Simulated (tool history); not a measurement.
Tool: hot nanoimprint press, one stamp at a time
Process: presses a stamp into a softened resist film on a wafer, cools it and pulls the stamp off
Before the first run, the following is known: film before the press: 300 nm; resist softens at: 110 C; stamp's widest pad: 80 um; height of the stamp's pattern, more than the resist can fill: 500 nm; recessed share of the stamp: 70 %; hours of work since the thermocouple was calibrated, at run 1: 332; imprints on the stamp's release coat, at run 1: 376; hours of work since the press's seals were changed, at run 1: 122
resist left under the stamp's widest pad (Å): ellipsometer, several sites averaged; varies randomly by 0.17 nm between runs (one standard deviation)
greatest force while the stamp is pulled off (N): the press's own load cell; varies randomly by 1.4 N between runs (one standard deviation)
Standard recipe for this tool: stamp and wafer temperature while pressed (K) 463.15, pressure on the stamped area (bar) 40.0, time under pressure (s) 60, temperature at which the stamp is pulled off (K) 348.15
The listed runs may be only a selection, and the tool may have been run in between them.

run,hour,stamp and wafer temperature while pressed (K),pressure on the stamped area (bar),time under pressure (s),temperature at which the stamp is pulled off (K),hours of work since the thermocouple was calibrated,imprints on the stamp's release coat,hours of work since the press's seals were changed,resist left under the stamp's widest pad (Å),greatest force while the stamp is pulled off (N)
1,0.0,463.15,40.0,60,348.15,332,376,122,1629,232
2,20.7,463.15,40.0,60,348.15,341,442,131,1628,237
3,35.7,463.15,40.0,60,348.15,347,490,137,1631,240
4,49.1,463.15,40.0,60,348.15,353,532,143,1628,240
5,67.5,463.15,40.0,60,348.15,361,591,151,1630,241
6,79.3,463.15,40.0,60,348.15,366,628,156,1631,245
7,98.6,463.15,40.0,60,348.15,374,689,164,1630,243
8,123.4,463.15,40.0,60,348.15,384,768,174,1629,247
# hour 134.3: stamp cleaned and given a new release coat
9,151.4,463.15,40.0,60,348.15,394,55,184,1626,223
10,162.0,463.15,40.0,60,348.15,398,88,188,1630,225
11,172.0,463.15,40.0,60,348.15,402,120,192,1627,225
12,185.0,463.15,40.0,99,348.15,408,161,198,1348,225
# hour 204.7: plate thermocouple calibrated
13,207.7,463.15,40.0,99,348.15,1,223,206,1393,231
14,219.6,463.15,40.0,99,348.15,6,261,211,1395,232
15,239.4,463.15,40.0,33,348.15,15,324,220,2014,234
16,263.2,463.15,40.0,33,348.15,25,400,230,2017,236
17,279.9,453.15,26.2,68,344.15,32,453,237,2255,247
18,292.4,463.15,40.0,60,348.15,37,492,242,1673,241
19,305.8,463.15,31.0,60,348.15,43,535,248,1819,241
20,324.4,459.15,31.0,60,338.15,51,594,256,1982,262
21,344.1,453.15,62.7,60,338.15,59,656,264,1858,264
22,359.9,463.15,36.1,60,348.15,66,706,271,1730,248
23,377.1,452.15,32.1,60,353.15,73,761,278,2262,238
# hour 389.1: stamp cleaned and given a new release coat
24,406.5,474.15,40.0,60,356.15,83,55,288,1262,212
25,424.1,463.15,30.7,87,355.15,90,111,295,1609,217
26,445.1,463.15,49.3,78,348.15,99,177,304,1407,231
27,464.1,463.15,49.3,78,348.15,107,238,312,1406,232
28,486.0,463.15,49.3,78,348.15,117,307,322,1407,233
29,506.1,463.15,49.3,78,348.15,125,371,330,1406,236
30,528.5,457.15,49.3,60,348.15,135,442,340,1809,237
31,546.1,470.15,29.9,60,348.15,142,498,347,1560,239

Predict each of these 3 candidate next runs independently; none follows another, all start after run 31:
A,564.9,463.15,40.0,60,353.15,150,558,355,?,?
B,564.9,464.15,40.7,32,348.15,150,558,355,?,?
C,564.9,470.15,41.5,60,348.15,150,558,355,?,?

run,resist left under the stamp's widest pad (Å),greatest force while the stamp is pulled off (N)
A,1669,232
B,1977,242
C,1379,240
The same runs, with their run-to-run variation unchanged, on a tool lacking any hidden condition would have given:
run,resist left under the stamp's widest pad (Å),greatest force while the stamp is pulled off (N)
A,1666,215
B,1974,224
C,1375,222
